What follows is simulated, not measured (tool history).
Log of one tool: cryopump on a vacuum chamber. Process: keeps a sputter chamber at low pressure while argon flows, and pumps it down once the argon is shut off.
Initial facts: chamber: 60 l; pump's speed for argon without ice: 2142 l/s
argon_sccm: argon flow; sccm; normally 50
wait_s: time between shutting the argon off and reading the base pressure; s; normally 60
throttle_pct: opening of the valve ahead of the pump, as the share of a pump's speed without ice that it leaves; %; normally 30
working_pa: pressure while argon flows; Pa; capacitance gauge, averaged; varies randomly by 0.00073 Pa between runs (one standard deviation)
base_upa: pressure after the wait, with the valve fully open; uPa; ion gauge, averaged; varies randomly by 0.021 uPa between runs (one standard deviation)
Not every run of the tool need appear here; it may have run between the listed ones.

run,day,argon_sccm,wait_s,throttle_pct,working_pa,base_upa
1,0,50,60,30,0.1365,1.13
2,0.754,50,60,30,0.1357,1.07
3,1.567,50,60,30,0.1382,1.13
4,2.121,50,60,30,0.1373,1.11
5,2.692,50,60,30,0.1378,1.13
6,3.554,50,45,30,0.1387,1.28
7,4.217,50,20,30,0.1388,1.89
8,5.046,50,60,30,0.1377,1.13
9,5.867,50,60,30,0.139,1.13
10,6.271,78,60,30,0.2158,1.13
11,7.125,78,60,30,0.2169,1.17
12,7.696,78,60,30,0.2168,1.11
13,8.379,59,60,30,0.1648,1.17
14,8.95,59,60,30,0.1657,1.18
15,9.725,59,60,30,0.1647,1.22
16,10.458,59,60,30,0.1651,1.2
17,10.942,59,60,30,0.1654,1.22
18,11.312,63,50,58,0.0973,1.23
19,12.079,63,42,50,0.1111,1.39
20,12.812,50,87,30,0.1394,1.09
21,13.704,50,87,30,0.1404,1.09
22,14.104,100,121,41,0.211,0.99
23,14.533,51,91,30,0.1442,1.1
24,15.096,36,20,30,0.1019,1.95
25,15.529,43,197,24,0.1499,0.98
26,16.112,91,75,37,0.2121,1.17
27,16.854,53,281,30,0.1481,0.92
28,17.262,55,150,53,0.0936,1.06
29,17.883,25,25,30,0.0707,1.77
30,18.738,74,51,17,0.3602,1.36
31,19.196,74,51,17,0.3586,1.34
32,19.762,50,60,51,0.0875,1.28
33,20.192,50,60,32,0.1353,1.24
34,20.954,50,21,26,0.1628,1.94

For some of the steps in working_pa from one run to the next: how much would appear even if the tool had no hidden state, given the settings, what came in and random variation, and how much remains for the hidden state plus any gauge scatter that the measured result and the result without hidden state don't share?
Unlogged tool condition in this case: pump's speed, % of a pump's without ice; cold plate's temperature, K; leak into the chamber, uPa l/s; drift of the gauge itself on working_pa, %; drift of the gauge itself on base_upa, %.
Run 9 -> 10: argon_sccm 50 -> 78. working_pa +0.0768 Pa: hidden state +0.0041, all else +0.0727.
Run 21 -> 22: argon_sccm 50 -> 100, wait_s 87 -> 121, throttle_pct 30 -> 41. working_pa +0.0706 Pa: hidden state +0.0092, all else +0.0614.
Run 25 -> 26: argon_sccm 43 -> 91, wait_s 197 -> 75, throttle_pct 24 -> 37. working_pa +0.0622 Pa: hidden state +0.0092, all else +0.053.
Run 29 -> 30: argon_sccm 25 -> 74, wait_s 25 -> 51, throttle_pct 30 -> 17. working_pa +0.2895 Pa: hidden state +0.0103, all else +0.2792.
Run 31 -> 32: argon_sccm 74 -> 50, wait_s 51 -> 60, throttle_pct 17 -> 51. working_pa -0.2711 Pa: hidden state -0.0047, all else -0.2664.
